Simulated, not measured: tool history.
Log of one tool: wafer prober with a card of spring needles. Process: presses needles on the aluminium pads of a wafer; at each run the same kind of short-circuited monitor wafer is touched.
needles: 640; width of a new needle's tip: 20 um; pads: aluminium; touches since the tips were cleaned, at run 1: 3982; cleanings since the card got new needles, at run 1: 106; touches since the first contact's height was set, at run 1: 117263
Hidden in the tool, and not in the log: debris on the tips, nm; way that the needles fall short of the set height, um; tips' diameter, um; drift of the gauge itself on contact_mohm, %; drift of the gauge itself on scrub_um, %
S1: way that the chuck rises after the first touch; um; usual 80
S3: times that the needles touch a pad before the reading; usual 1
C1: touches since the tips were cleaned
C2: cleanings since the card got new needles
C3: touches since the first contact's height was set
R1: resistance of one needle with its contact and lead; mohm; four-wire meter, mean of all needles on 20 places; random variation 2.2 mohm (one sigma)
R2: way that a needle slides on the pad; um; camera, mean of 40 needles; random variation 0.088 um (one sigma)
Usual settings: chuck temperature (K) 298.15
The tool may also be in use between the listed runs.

Run 1, hour 0.0: usual settings; C1 3982; C2 106; C3 117263. Result: R1 308 mohm, R2 18.75 um.
At hour 11.3: tips cleaned on abrasive film.
At hour 38.4: tips cleaned on abrasive film.
At hour 67.2: tips cleaned on abrasive film.
Run 2, hour 69.6: usual settings but chuck temperature (K) 377.15; C1 555; C2 109; C3 133373. Result: R1 290 mohm, R2 18.59 um.
At hour 94.5: tips cleaned on abrasive film.
Run 3, hour 116.9: usual settings but chuck temperature (K) 377.15; C1 5199; C2 110; C3 144329. Result: R1 332 mohm, R2 18.68 um.
At hour 123.7: tips cleaned on abrasive film.
At hour 156.3: tips cleaned on abrasive film.
At hour 185.0: tips cleaned on abrasive film.
Run 4, hour 185.0: usual settings but chuck temperature (K) 377.15; C1 0; C2 113; C3 160099. Result: R1 278 mohm, R2 18.58 um.
At hour 218.0: tips cleaned on abrasive film.
At hour 250.4: tips cleaned on abrasive film.
At hour 277.6: tips cleaned on abrasive film.
Run 5, hour 281.9: usual settings but chuck temperature (K) 377.15; C1 1003; C2 116; C3 182544. Result: R1 293 mohm, R2 18.53 um.
At hour 306.6: tips cleaned on abrasive film.
At hour 336.6: tips cleaned on abrasive film.
Run 6, hour 346.0: usual settings; C1 2192; C2 118; C3 197391. Result: R1 300 mohm, R2 18.53 um.
At hour 370.4: tips cleaned on abrasive film.
At hour 399.8: tips cleaned on abrasive film.
Run 7, hour 423.5: usual settings; C1 5511; C2 120; C3 215362. Result: R1 316 mohm, R2 18.58 um.
At hour 428.8: tips cleaned on abrasive film.
At hour 458.5: tips cleaned on abrasive film.
At hour 465.5: height of the first contact set anew.
At hour 490.4: tips cleaned on abrasive film.
Run 8, hour 516.5: usual settings; C1 6075; C2 123; C3 11836. Result: R1 321 mohm, R2 19.05 um.
At hour 522.2: tips cleaned on abrasive film.
At hour 555.2: tips cleaned on abrasive film.
At hour 587.0: tips cleaned on abrasive film.
Run 9, hour 607.7: usual settings; C1 4812; C2 126; C3 32944. Result: R1 316 mohm, R2 18.97 um.
At hour 614.5: tips cleaned on abrasive film.
At hour 643.0: tips cleaned on abrasive film.
At hour 671.6: tips cleaned on abrasive film.
Run 10, hour 687.1: usual settings; C1 3606; C2 129; C3 51342. Result: R1 307 mohm, R2 18.77 um.
At hour 700.6: tips cleaned on abrasive film.
At hour 730.8: tips cleaned on abrasive film.
At hour 762.5: tips cleaned on abrasive film.
Run 11, hour 771.3: usual settings; C1 2032; C2 132; C3 70829. Result: R1 295 mohm, R2 18.94 um.
At hour 791.1: tips cleaned on abrasive film.
At hour 823.8: tips cleaned on abrasive film.
At hour 857.5: tips cleaned on abrasive film.
Run 12, hour 859.0: usual settings but S1 95 um, chuck temperature (K) 315.15; C1 350; C2 135; C3 91140. Result: R1 265 mohm, R2 22.53 um.
At hour 887.9: tips cleaned on abrasive film.
At hour 916.2: tips cleaned on abrasive film.
Run 13, hour 930.8: usual settings but S1 95 um, chuck temperature (K) 315.15; C1 3407; C2 137; C3 107791. Result: R1 296 mohm, R2 22.39 um.
At hour 944.5: tips cleaned on abrasive film.
At hour 974.2: tips cleaned on abrasive film.
At hour 1006.3: tips cleaned on abrasive film.
Run 14, hour 1010.3: usual settings but S1 95 um, chuck temperature (K) 315.15; C1 919; C2 140; C3 126179. Result: R1 274 mohm, R2 22.15 um.
At hour 1040.1: tips cleaned on abrasive film.
Run 15, hour 1053.1: usual settings but S1 95 um, chuck temperature (K) 315.15; C1 3014; C2 141; C3 136110. Result: R1 292 mohm, R2 22.15 um.
At hour 1069.3: tips cleaned on abrasive film.
At hour 1099.0: tips cleaned on abrasive film.
At hour 1129.6: tips cleaned on abrasive film.
Run 16, hour 1144.2: usual settings but S1 95 um, chuck temperature (K) 315.15; C1 3397; C2 144; C3 157223. Result: R1 294 mohm, R2 22.30 um.
At hour 1162.8: tips cleaned on abrasive film.
At hour 1190.3: tips cleaned on abrasive film.
Run 17, hour 1190.3: usual settings but S1 95 um, chuck temperature (K) 315.15; C1 0; C2 146; C3 167885. Result: R1 261 mohm, R2 22.03 um.
At hour 1219.5: tips cleaned on abrasive film.
Run 18, hour 1240.6: usual settings but S1 95 um, chuck temperature (K) 315.15; C1 4907; C2 147; C3 179545. Result: R1 300 mohm, R2 22.09 um.
At hour 1247.5: tips cleaned on abrasive film.
At hour 1279.3: tips cleaned on abrasive film.
At hour 1307.8: tips cleaned on abrasive film.
Run 19, hour 1327.3: usual settings but S1 81 um, chuck temperature (K) 317.15; C1 4543; C2 150; C3 199633. Result: R1 323 mohm, R2 18.79 um.

Run 20 comes next. What will it give?
At hour 1339.2: tips cleaned on abrasive film.
At hour 1373.1: tips cleaned on abrasive film.
Run 20, hour 1380.0: usual settings but S1 81 um, chuck temperature (K) 317.15; C1 1609; C2 152; C3 211819. Result: R1 ?, R2 ?.

R1: 288 mohm
R2: 18.74 um
Without the tool's hidden state the same run would have given R1 258 mohm, R2 19.33 um.
